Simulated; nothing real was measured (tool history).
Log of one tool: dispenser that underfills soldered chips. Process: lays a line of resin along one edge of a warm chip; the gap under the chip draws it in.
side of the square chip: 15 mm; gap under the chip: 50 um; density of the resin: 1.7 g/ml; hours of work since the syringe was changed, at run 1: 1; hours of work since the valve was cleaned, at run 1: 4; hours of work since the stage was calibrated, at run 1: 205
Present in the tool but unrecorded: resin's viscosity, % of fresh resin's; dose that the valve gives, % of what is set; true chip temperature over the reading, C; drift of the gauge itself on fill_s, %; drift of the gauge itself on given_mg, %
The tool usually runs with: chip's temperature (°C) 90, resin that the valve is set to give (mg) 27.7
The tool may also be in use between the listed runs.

run,day,chip's temperature (°C),resin that the valve is set to give (mg),hours of work since the syringe was changed,hours of work since the valve was cleaned,hours of work since the stage was calibrated,time until the resin shows at the far edge (s),resin that the valve gave (mg)
1,0,90,27.7,1,4,205,132.9,27.41
2,0.217,91,27.7,5,8,209,172.8,27.53
# day 0.329: new syringe of resin
3,0.512,91,27.7,3,13,214,159.3,27.51
# day 0.692: new syringe of resin
4,0.775,80,27.7,2,18,219,183.9,27.46
# day 1.058: new syringe of resin
5,1.088,90,27.7,1,24,224,131.4,27.54
6,1.362,90,27.7,6,29,230,191.9,27.19
# day 1.425: new syringe of resin
7,1.512,90,27.7,2,31,232,142.6,27.29
8,1.721,90,30.7,6,35,236,188.4,30.42
# day 1.792: new syringe of resin
9,1.979,98,27.7,4,40,241,132,27.28
# day 2.15: new syringe of resin
10,2.217,98,27.7,1,44,245,111.8,27.16
# day 2.35: dispensing valve cleaned and set on the balance
11,2.392,90,33.9,4,1,248,160.7,33.66
# day 2.554: new syringe of resin
12,2.642,90,33.9,2,5,252,138,33.65
13,2.775,81,33.9,4,8,255,210.5,33.52
# day 2.917: new syringe of resin
14,3.075,101,33.9,3,13,260,113.9,33.53
# day 3.275: new syringe of resin
15,3.292,101,33.9,0,17,264,94.2,33.6
16,3.433,81,27.7,3,20,266,206.2,27.45
# day 3.629: new syringe of resin
17,3.629,90,27.7,0,23,270,124.1,27.31
18,3.754,90,27.7,2,26,272,148.7,27.29
# day 3.983: new syringe of resin
19,4.038,90,27.7,1,31,277,136.9,27.1
20,4.262,90,27.7,5,35,282,185.2,27.04
# day 4.342: new syringe of resin
21,4.438,96,24.1,2,38,285,127.9,23.62
22,4.646,101,31.7,6,42,289,140.6,30.81
# day 4.7: new syringe of resin
# day 4.921: dispensing valve cleaned and set on the balance
23,4.929,75,26.9,4,0,293,255.3,26.67
# day 5.112: new syringe of resin
24,5.129,75,26.9,0,4,296,201,26.83
25,5.292,80,32.9,3,7,299,211.8,32.56
# day 5.475: new syringe of resin
26,5.525,80,32.9,1,11,304,177.2,32.62
27,5.662,93,27.7,3,13,306,155.2,27.48
28,5.788,86,29.4,6,16,309,220.6,29.07
# day 5.842: new syringe of resin
29,5.979,78,27.7,3,19,312,219.7,27.44
# day 6.212: new syringe of resin
30,6.242,78,27.7,1,24,317,184.8,27.33
31,6.396,78,26.5,3,27,320,227.6,25.96

The next listed run, before its measurement:
# day 6.575: new syringe of resin
32,6.575,80,24.2,0,30,323,?,?

For run 32 the tool returned time until the resin shows at the far edge (s) 173.7, resin that the valve gave (mg) 23.99.
With the hidden condition absent and the run-to-run variation left alone, this run would have shown time until the resin shows at the far edge (s) 168.2, resin that the valve gave (mg) 24.33.
